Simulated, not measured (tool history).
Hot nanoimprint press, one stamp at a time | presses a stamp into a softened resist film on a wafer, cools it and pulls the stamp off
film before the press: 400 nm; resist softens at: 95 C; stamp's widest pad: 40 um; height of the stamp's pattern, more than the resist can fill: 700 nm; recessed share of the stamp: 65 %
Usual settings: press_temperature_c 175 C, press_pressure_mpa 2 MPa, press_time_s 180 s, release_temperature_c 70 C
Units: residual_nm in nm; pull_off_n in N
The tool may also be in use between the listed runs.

run,day,press_temperature_c,press_pressure_mpa,press_time_s,release_temperature_c,residual_nm,pull_off_n
1,0,175,2,180,70,188.3,221
2,1.796,175,2,180,70,191.3,214
3,4.912,175,2,180,70,190.1,226
4,8.112,175,2,180,70,190.6,226
5,10.3,175,2,180,78,189.1,179
6,12.496,175,2,180,78,191.5,181
7,15.321,175,2,133,70,208.6,216
8,19.121,175,2,180,70,191.8,216
# day 20.233: stamp cleaned and given a new release coat
9,21.262,175,2,180,70,189.4,215
# day 22.142: press's hydraulic seals changed and the load cell set to zero
10,23.621,175,2,180,70,190.6,222
11,26.325,175,2,180,70,189.7,217
12,28.567,175,2,180,70,190.3,212
13,32.067,175,2,180,70,188,222
# day 34.321: plate thermocouple calibrated
14,34.321,175,1.98,180,70,191.2,216
15,37.362,175,2,180,70,188.9,225
16,39.229,175,1.33,180,69,233.4,215
17,41.9,175,1.64,97,70,249.9,218
18,44.096,184,2.18,272,64,115.9,242
# day 47.504: stamp cleaned and given a new release coat
19,47.504,184,2.18,272,64,115.7,240
20,50.333,171,2.21,201,70,199.7,219
21,52.675,166,2,193,70,250.7,214
22,56.008,163,2,180,74,276.8,197
23,58.775,163,1.95,195,74,274.5,195
24,62.808,175,2.81,180,70,158.3,211
25,65.025,175,2.81,180,70,160.1,220
26,67.962,175,2,189,70,188.8,225
27,71.45,185,1.23,144,70,191.5,213
# day 74.329: stamp cleaned and given a new release coat
# day 75.304: plate thermocouple calibrated
28,75.675,185,1.23,144,69,191.7,223

The next listed run, before its measurement:
29,77.467,185,1.23,144,69,?,?

{"run 29": {"residual_nm": 194.6, "pull_off_n": 212}}
Without the tool's hidden state the same run would have given residual_nm 194.4 nm, pull_off_n 212 N.
